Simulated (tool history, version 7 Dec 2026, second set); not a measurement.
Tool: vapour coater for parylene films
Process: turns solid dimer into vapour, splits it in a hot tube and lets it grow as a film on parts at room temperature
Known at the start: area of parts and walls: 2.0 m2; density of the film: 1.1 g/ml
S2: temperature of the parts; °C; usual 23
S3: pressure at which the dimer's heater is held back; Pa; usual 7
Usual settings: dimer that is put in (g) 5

run 1 day=0 | dimer_that_is_put_in_(g)=5 S2=23 S3=7 | thickness_of_the_film_(µm)=1.63
run 2 day=1.133 | dimer_that_is_put_in_(g)=5 S2=23 S3=5.37 | thickness_of_the_film_(µm)=1.7
run 3 day=1.738 | dimer_that_is_put_in_(g)=5 S2=23 S3=5.37 | thickness_of_the_film_(µm)=1.7
run 4 day=2.454 | dimer_that_is_put_in_(g)=8 S2=23 S3=7 | thickness_of_the_film_(µm)=2.57
run 5 day=3.733 | dimer_that_is_put_in_(g)=8 S2=23 S3=7 | thickness_of_the_film_(µm)=2.56
run 6 day=5.046 | dimer_that_is_put_in_(g)=8 S2=23 S3=7 | thickness_of_the_film_(µm)=2.52
run 7 day=6.433 | dimer_that_is_put_in_(g)=8 S2=23 S3=7 | thickness_of_the_film_(µm)=2.51
run 8 day=7.692 | dimer_that_is_put_in_(g)=5 S2=23 S3=3.12 | thickness_of_the_film_(µm)=1.92
run 9 day=8.488 | dimer_that_is_put_in_(g)=5 S2=23 S3=3.12 | thickness_of_the_film_(µm)=1.92
run 10 day=9.925 | dimer_that_is_put_in_(g)=3 S2=23 S3=3.12 | thickness_of_the_film_(µm)=1.12
run 11 day=10.638 | dimer_that_is_put_in_(g)=5 S2=23 S3=7.52 | thickness_of_the_film_(µm)=1.51
run 12 day=12.079 | dimer_that_is_put_in_(g)=3 S2=23 S3=7.52 | thickness_of_the_film_(µm)=0.9
run 13 day=12.804 | dimer_that_is_put_in_(g)=3 S2=23 S3=7.52 | thickness_of_the_film_(µm)=0.91
run 14 day=13.625 | dimer_that_is_put_in_(g)=3 S2=23 S3=7.52 | thickness_of_the_film_(µm)=0.91
run 15 day=14.296 | dimer_that_is_put_in_(g)=5 S2=23 S3=7 | thickness_of_the_film_(µm)=1.51
run 16 day=15.267 | dimer_that_is_put_in_(g)=5 S2=19 S3=7 | thickness_of_the_film_(µm)=1.67
run 17 day=16.5 | dimer_that_is_put_in_(g)=5 S2=23 S3=4.58 | thickness_of_the_film_(µm)=1.67
run 18 day=17.754 | dimer_that_is_put_in_(g)=5 S2=23 S3=4.58 | thickness_of_the_film_(µm)=1.64
-- day=19.267 trap's valve overhauled
run 19 day=19.267 | dimer_that_is_put_in_(g)=5 S2=23 S3=2.55 | thickness_of_the_film_(µm)=2.08
run 20 day=20.588 | dimer_that_is_put_in_(g)=5 S2=23 S3=3.1 | thickness_of_the_film_(µm)=2
run 21 day=21.738 | dimer_that_is_put_in_(g)=5 S2=23 S3=3.1 | thickness_of_the_film_(µm)=1.94
run 22 day=22.975 | dimer_that_is_put_in_(g)=5 S2=23 S3=7 | thickness_of_the_film_(µm)=1.65
-- day=23.104 table's thermometer calibrated
run 23 day=23.946 | dimer_that_is_put_in_(g)=5 S2=23 S3=7 | thickness_of_the_film_(µm)=1.61
run 24 day=25.279 | dimer_that_is_put_in_(g)=6 S2=33 S3=2.24 | thickness_of_the_film_(µm)=1.91
-- day=26.338 table's thermometer calibrated, once more
run 25 day=26.767 | dimer_that_is_put_in_(g)=9 S2=26 S3=4.45 | thickness_of_the_film_(µm)=2.94
run 26 day=28.05 | dimer_that_is_put_in_(g)=8 S2=25 S3=8.48 | thickness_of_the_film_(µm)=2.32
run 27 day=29.058 | dimer_that_is_put_in_(g)=5 S2=25 S3=3.54 | thickness_of_the_film_(µm)=1.79
run 28 day=30.342 | dimer_that_is_put_in_(g)=5 S2=32 S3=7.09 | thickness_of_the_film_(µm)=1.22
run 29 day=30.992 | dimer_that_is_put_in_(g)=5 S2=23 S3=3.19 | thickness_of_the_film_(µm)=1.88
run 30 day=31.6 | dimer_that_is_put_in_(g)=5 S2=23 S3=3.19 | thickness_of_the_film_(µm)=1.89
run 31 day=32.783 | dimer_that_is_put_in_(g)=5 S2=27 S3=2.31 | thickness_of_the_film_(µm)=1.8
run 32 day=33.392 | dimer_that_is_put_in_(g)=7 S2=15 S3=4.36 | thickness_of_the_film_(µm)=2.89
run 33 day=34.812 | dimer_that_is_put_in_(g)=4 S2=34 S3=7 | thickness_of_the_film_(µm)=0.89
run 34 day=36.212 | dimer_that_is_put_in_(g)=4 S2=34 S3=7 | thickness_of_the_film_(µm)=0.91
run 35 day=37.671 | dimer_that_is_put_in_(g)=5 S2=16 S3=7.37 | thickness_of_the_film_(µm)=1.88
run 36 day=38.517 | dimer_that_is_put_in_(g)=7 S2=18 S3=7 | thickness_of_the_film_(µm)=2.47
run 37 day=39.542 | dimer_that_is_put_in_(g)=5 S2=21 S3=7 | thickness_of_the_film_(µm)=1.59
run 38 day=40.342 | dimer_that_is_put_in_(g)=5 S2=21 S3=7 | thickness_of_the_film_(µm)=1.58
run 39 day=40.979 | dimer_that_is_put_in_(g)=5 S2=21 S3=7 | thickness_of_the_film_(µm)=1.57
run 40 day=41.85 | dimer_that_is_put_in_(g)=3 S2=34 S3=7 | thickness_of_the_film_(µm)=0.62
run 41 day=43.283 | dimer_that_is_put_in_(g)=4 S2=23 S3=4 | thickness_of_the_film_(µm)=1.35
-- day=44.088 trap's valve overhauled
run 42 day=44.379 | dimer_that_is_put_in_(g)=4 S2=23 S3=4 | thickness_of_the_film_(µm)=1.54
run 43 day=45.167 | dimer_that_is_put_in_(g)=3 S2=32 S3=11.19 | thickness_of_the_film_(µm)=0.7
run 44 day=46.179 | dimer_that_is_put_in_(g)=3 S2=29 S3=2.55 | thickness_of_the_film_(µm)=1.05

3 ways to go on from here, each from the tool as it stands after run 44. What would each give?
run A day=46.988 | dimer_that_is_put_in_(g)=8 S2=18 S3=11.95 | thickness_of_the_film_(µm)=?
run B day=46.988 | dimer_that_is_put_in_(g)=3 S2=20 S3=2.55 | thickness_of_the_film_(µm)=?
run C day=46.988 | dimer_that_is_put_in_(g)=7 S2=19 S3=3.05 | thickness_of_the_film_(µm)=?

run=A thickness_of_the_film_(µm)=2.66
run=B thickness_of_the_film_(µm)=1.34
run=C thickness_of_the_film_(µm)=3.05
Without the tool's hidden state the same runs would have given:
run=A thickness_of_the_film_(µm)=2.71
run=B thickness_of_the_film_(µm)=1.36
run=C thickness_of_the_film_(µm)=3.1
